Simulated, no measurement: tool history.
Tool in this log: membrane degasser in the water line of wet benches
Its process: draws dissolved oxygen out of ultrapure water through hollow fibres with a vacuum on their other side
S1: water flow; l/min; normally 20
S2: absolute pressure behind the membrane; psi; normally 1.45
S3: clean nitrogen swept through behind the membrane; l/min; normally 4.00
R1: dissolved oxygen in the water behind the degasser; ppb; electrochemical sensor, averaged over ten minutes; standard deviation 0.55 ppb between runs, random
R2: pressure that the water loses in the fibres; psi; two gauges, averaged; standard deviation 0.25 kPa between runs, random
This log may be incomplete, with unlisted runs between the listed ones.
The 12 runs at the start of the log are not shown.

run 13 hour=401.1 | S1=20 S2=1.45 S3=4.00 | R1=101.8 R2=9.780
run 14 hour=438.7 | S1=20 S2=1.45 S3=4.00 | R1=102.2 R2=9.797
run 15 hour=476.5 | S1=20 S2=2.28 S3=4.00 | R1=171.3 R2=9.768
run 16 hour=499.1 | S1=20 S2=2.28 S3=4.00 | R1=170.6 R2=9.826
run 17 hour=524.5 | S1=28 S2=2.03 S3=2.12 | R1=388.6 R2=13.700
run 18 hour=560.9 | S1=20 S2=1.45 S3=2.16 | R1=167.9 R2=9.816
-- hour=563.6 vacuum gauge calibrated
run 19 hour=595.2 | S1=30 S2=2.64 S3=2.16 | R1=537.3 R2=14.713
run 20 hour=642.4 | S1=30 S2=2.64 S3=2.16 | R1=548.1 R2=14.659
-- hour=657.4 vacuum gauge calibrated, once more
run 21 hour=688.3 | S1=13 S2=1.28 S3=4.09 | R1=46.9 R2=6.387
run 22 hour=734.6 | S1=13 S2=1.28 S3=4.09 | R1=46.1 R2=6.337
run 23 hour=778.4 | S1=28 S2=1.45 S3=4.00 | R1=185.0 R2=13.636
run 24 hour=802.6 | S1=28 S2=1.45 S3=2.49 | R1=246.0 R2=13.708
run 25 hour=850.6 | S1=14 S2=1.57 S3=6.46 | R1=45.0 R2=6.873
run 26 hour=890.8 | S1=20 S2=1.00 S3=4.00 | R1=65.2 R2=9.777
run 27 hour=919.1 | S1=20 S2=1.75 S3=4.22 | R1=121.6 R2=9.747
run 28 hour=966.1 | S1=20 S2=1.75 S3=8.34 | R1=73.5 R2=9.816
run 29 hour=990.1 | S1=16 S2=2.83 S3=4.00 | R1=166.6 R2=7.854
run 30 hour=1013.0 | S1=20 S2=2.54 S3=7.11 | R1=119.2 R2=9.815
run 31 hour=1063.5 | S1=25 S2=1.44 S3=3.74 | R1=155.3 R2=12.295

Here are 4 independent what-if runs from the current tool condition. What would each one return?
run A hour=1105.7 | S1=13 S2=3.07 S3=8.91 | R1=? R2=?
run B hour=1105.7 | S1=23 S2=2.10 S3=3.74 | R1=? R2=?
run C hour=1105.7 | S1=15 S2=1.15 S3=1.74 | R1=? R2=?
run D hour=1105.7 | S1=25 S2=2.09 S3=3.74 | R1=? R2=?

run=A R1=68.8 R2=6.385
run=B R1=201.5 R2=11.271
run=C R1=101.5 R2=7.372
run=D R1=225.2 R2=12.179
Without the tool's hidden state the same runs would have given:
run=A R1=67.4 R2=6.313
run=B R1=197.9 R2=11.148
run=C R1=99.7 R2=7.291
run=D R1=221.1 R2=12.045
